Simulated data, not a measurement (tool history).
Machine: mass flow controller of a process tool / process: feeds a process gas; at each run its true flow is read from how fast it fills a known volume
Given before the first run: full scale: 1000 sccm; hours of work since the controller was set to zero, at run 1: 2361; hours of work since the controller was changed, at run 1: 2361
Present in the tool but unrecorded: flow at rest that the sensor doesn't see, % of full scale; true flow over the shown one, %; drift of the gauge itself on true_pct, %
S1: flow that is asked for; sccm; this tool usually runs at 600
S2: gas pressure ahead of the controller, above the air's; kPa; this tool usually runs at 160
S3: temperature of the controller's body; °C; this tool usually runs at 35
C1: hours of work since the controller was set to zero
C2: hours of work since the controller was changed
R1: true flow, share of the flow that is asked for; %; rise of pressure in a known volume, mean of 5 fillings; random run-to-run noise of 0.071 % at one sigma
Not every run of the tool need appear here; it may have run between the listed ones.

{"run": 1, "hour": 0.0, "S1": 600, "S2": 160, "S3": 35, "C1": 2361, "C2": 2361, "R1": 99.73}
{"run": 2, "hour": 54.6, "S1": 600, "S2": 160, "S3": 35, "C1": 2394, "C2": 2394, "R1": 99.8}
{"run": 3, "hour": 101.2, "S1": 600, "S2": 192, "S3": 35, "C1": 2423, "C2": 2423, "R1": 99.52}
{"run": 4, "hour": 160.6, "S1": 600, "S2": 192, "S3": 38, "C1": 2459, "C2": 2459, "R1": 99.82}
{"run": 5, "hour": 213.0, "S1": 600, "S2": 192, "S3": 38, "C1": 2491, "C2": 2491, "R1": 99.88}
{"run": 6, "hour": 279.2, "S1": 600, "S2": 160, "S3": 24, "C1": 2532, "C2": 2532, "R1": 98.61}
{"run": 7, "hour": 353.8, "S1": 600, "S2": 160, "S3": 24, "C1": 2578, "C2": 2578, "R1": 98.52}
{"run": 8, "hour": 448.3, "S1": 600, "S2": 160, "S3": 24, "C1": 2635, "C2": 2635, "R1": 98.54}
{"run": 9, "hour": 530.8, "S1": 883, "S2": 160, "S3": 35, "C1": 2686, "C2": 2686, "R1": 99.96}
{"run": 10, "hour": 634.7, "S1": 883, "S2": 160, "S3": 35, "C1": 2750, "C2": 2750, "R1": 99.87}
{"run": 11, "hour": 719.6, "S1": 883, "S2": 160, "S3": 35, "C1": 2802, "C2": 2802, "R1": 99.91}
{"run": 12, "hour": 807.0, "S1": 224, "S2": 188, "S3": 35, "C1": 2855, "C2": 2855, "R1": 98.07}
{"run": 13, "hour": 866.4, "S1": 224, "S2": 141, "S3": 20, "C1": 2891, "C2": 2891, "R1": 96.82}
{"run": 14, "hour": 958.0, "S1": 600, "S2": 188, "S3": 27, "C1": 2948, "C2": 2948, "R1": 98.74}
{"run": 15, "hour": 1018.9, "S1": 600, "S2": 188, "S3": 27, "C1": 2985, "C2": 2985, "R1": 98.68}
{"run": 16, "hour": 1113.4, "S1": 600, "S2": 188, "S3": 27, "C1": 3043, "C2": 3043, "R1": 98.72}
{"run": 17, "hour": 1196.1, "S1": 600, "S2": 188, "S3": 37, "C1": 3093, "C2": 3093, "R1": 99.62}
{"run": 18, "hour": 1255.6, "S1": 600, "S2": 188, "S3": 37, "C1": 3130, "C2": 3130, "R1": 99.55}

For run 19, what comes out?
{"run": 19, "hour": 1301.7, "S1": 600, "S2": 188, "S3": 37, "C1": 3158, "C2": 3158, "R1": "?"}

Run 19 measured R1 99.49 %.
If the tool had no hidden condition, the same run with the same run-to-run variation would have returned R1 100.73 %.

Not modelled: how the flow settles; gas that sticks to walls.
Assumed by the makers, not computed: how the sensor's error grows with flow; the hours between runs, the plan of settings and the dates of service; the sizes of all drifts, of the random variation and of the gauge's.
